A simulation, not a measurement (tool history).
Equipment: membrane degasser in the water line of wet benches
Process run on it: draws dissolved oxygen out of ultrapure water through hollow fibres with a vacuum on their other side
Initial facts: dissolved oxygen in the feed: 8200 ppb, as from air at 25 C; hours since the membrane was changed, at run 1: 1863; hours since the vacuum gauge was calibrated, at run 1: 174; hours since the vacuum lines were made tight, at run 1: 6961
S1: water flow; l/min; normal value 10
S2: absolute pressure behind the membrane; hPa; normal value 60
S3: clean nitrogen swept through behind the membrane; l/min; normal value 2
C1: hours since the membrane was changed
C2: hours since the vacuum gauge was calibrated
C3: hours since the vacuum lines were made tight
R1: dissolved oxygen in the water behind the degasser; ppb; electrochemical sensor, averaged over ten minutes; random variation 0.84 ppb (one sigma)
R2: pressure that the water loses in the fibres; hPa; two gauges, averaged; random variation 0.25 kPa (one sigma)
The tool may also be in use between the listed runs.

{"run": 1, "hour": 0.0, "S1": 10, "S2": 60, "S3": 2, "C1": 1863, "C2": 174, "C3": 6961, "R1": 78.6, "R2": 669.9}
{"run": 2, "hour": 93.4, "S1": 10, "S2": 60, "S3": 2, "C1": 1956, "C2": 267, "C3": 7054, "R1": 78.8, "R2": 671.5}
{"run": 3, "hour": 167.3, "S1": 10, "S2": 48.5, "S3": 2, "C1": 2030, "C2": 341, "C3": 7128, "R1": 63.9, "R2": 671.3}
{"run": 4, "hour": 236.1, "S1": 10, "S2": 48.5, "S3": 2, "C1": 2099, "C2": 410, "C3": 7197, "R1": 64.4, "R2": 668.5}
{"run": 5, "hour": 275.3, "S1": 10, "S2": 48.5, "S3": 2, "C1": 2138, "C2": 449, "C3": 7236, "R1": 65.1, "R2": 672.4}
{"run": 6, "hour": 342.8, "S1": 13, "S2": 60, "S3": 2, "C1": 2206, "C2": 516, "C3": 7304, "R1": 162.3, "R2": 868.4}
{"run": 7, "hour": 419.3, "S1": 8, "S2": 60, "S3": 2, "C1": 2282, "C2": 593, "C3": 7380, "R1": 43, "R2": 533.4}
{"run": 8, "hour": 499.8, "S1": 8, "S2": 60, "S3": 2, "C1": 2363, "C2": 673, "C3": 7461, "R1": 43.8, "R2": 536}
{"run": 9, "hour": 547.5, "S1": 8, "S2": 60, "S3": 2, "C1": 2410, "C2": 721, "C3": 7508, "R1": 43.6, "R2": 536.2}
{"run": 10, "hour": 639.9, "S1": 8, "S2": 60, "S3": 2, "C1": 2503, "C2": 813, "C3": 7601, "R1": 43.9, "R2": 532.5}
{"run": 11, "hour": 725.8, "S1": 8, "S2": 60, "S3": 2, "C1": 2589, "C2": 899, "C3": 7686, "R1": 44.1, "R2": 532.8}
{"hour": 772.9, "done": "seals of the vacuum lines changed"}
{"run": 12, "hour": 779.9, "S1": 8, "S2": 60, "S3": 2, "C1": 2641, "C2": 952, "C3": 7, "R1": 43.9, "R2": 533.9}
{"run": 13, "hour": 829.0, "S1": 8, "S2": 60, "S3": 2, "C1": 2690, "C2": 1001, "C3": 56, "R1": 43.5, "R2": 534.5}
{"run": 14, "hour": 896.8, "S1": 10, "S2": 60, "S3": 2, "C1": 2758, "C2": 1068, "C3": 124, "R1": 79, "R2": 669.1}
{"run": 15, "hour": 969.9, "S1": 7, "S2": 60, "S3": 2, "C1": 2831, "C2": 1141, "C3": 197, "R1": 32.1, "R2": 466.6}
{"run": 16, "hour": 1033.9, "S1": 7, "S2": 60, "S3": 2, "C1": 2895, "C2": 1206, "C3": 261, "R1": 31.6, "R2": 464.7}
{"run": 17, "hour": 1128.6, "S1": 14, "S2": 60, "S3": 2, "C1": 2990, "C2": 1300, "C3": 356, "R1": 196.9, "R2": 934.7}
{"run": 18, "hour": 1211.0, "S1": 6, "S2": 107.7, "S3": 1.01, "C1": 3072, "C2": 1383, "C3": 438, "R1": 111.4, "R2": 399.8}
{"run": 19, "hour": 1269.7, "S1": 10, "S2": 60, "S3": 1.23, "C1": 3131, "C2": 1441, "C3": 497, "R1": 99.7, "R2": 662.6}
{"run": 20, "hour": 1349.5, "S1": 10, "S2": 60, "S3": 1.23, "C1": 3210, "C2": 1521, "C3": 577, "R1": 99.5, "R2": 658.4}
{"run": 21, "hour": 1404.8, "S1": 6, "S2": 55.9, "S3": 1.23, "C1": 3266, "C2": 1576, "C3": 632, "R1": 32.5, "R2": 396.9}
{"run": 22, "hour": 1479.2, "S1": 13, "S2": 80.3, "S3": 4.96, "C1": 3340, "C2": 1651, "C3": 706, "R1": 149.6, "R2": 865.1}
{"run": 23, "hour": 1520.5, "S1": 8, "S2": 49.6, "S3": 1.93, "C1": 3381, "C2": 1692, "C3": 748, "R1": 34.4, "R2": 533.2}
{"run": 24, "hour": 1575.3, "S1": 10, "S2": 82.7, "S3": 2, "C1": 3436, "C2": 1747, "C3": 802, "R1": 105.7, "R2": 664.8}
{"run": 25, "hour": 1633.4, "S1": 9, "S2": 60, "S3": 2, "C1": 3494, "C2": 1805, "C3": 861, "R1": 58.7, "R2": 595.4}
{"run": 26, "hour": 1706.8, "S1": 8, "S2": 49.2, "S3": 2, "C1": 3568, "C2": 1878, "C3": 934, "R1": 33.6, "R2": 531.4}
{"run": 27, "hour": 1747.1, "S1": 8, "S2": 49.2, "S3": 2, "C1": 3608, "C2": 1919, "C3": 974, "R1": 33, "R2": 531.4}
{"run": 28, "hour": 1832.0, "S1": 8, "S2": 49.2, "S3": 2, "C1": 3693, "C2": 2004, "C3": 1059, "R1": 32.8, "R2": 526.9}
{"run": 29, "hour": 1880.9, "S1": 10, "S2": 76, "S3": 2.26, "C1": 3742, "C2": 2052, "C3": 1108, "R1": 91, "R2": 657.9}
{"run": 30, "hour": 1950.6, "S1": 10, "S2": 60, "S3": 2.11, "C1": 3812, "C2": 2122, "C3": 1178, "R1": 75, "R2": 657.1}
{"run": 31, "hour": 1997.3, "S1": 7, "S2": 121.4, "S3": 1.02, "C1": 3858, "C2": 2169, "C3": 1224, "R1": 154.8, "R2": 463.2}
{"run": 32, "hour": 2065.4, "S1": 7, "S2": 41.8, "S3": 1.32, "C1": 3926, "C2": 2237, "C3": 1293, "R1": 21.2, "R2": 463.2}

For each entry between runs, how does the tool's hidden state at the last listed run before it compare with that at the first listed run after it?
Run 11 -> run 12: seals of the vacuum lines changed (hour 772.9)
  air that leaks in behind the membrane, l/min: 0.0027 -> 0.002; drift of the gauge itself on loss_of_pressure_kpa, %: -0.67 -> -0.72
  measured value less the no-hidden-state value, R2: -3.5 -> -3.8 hPa

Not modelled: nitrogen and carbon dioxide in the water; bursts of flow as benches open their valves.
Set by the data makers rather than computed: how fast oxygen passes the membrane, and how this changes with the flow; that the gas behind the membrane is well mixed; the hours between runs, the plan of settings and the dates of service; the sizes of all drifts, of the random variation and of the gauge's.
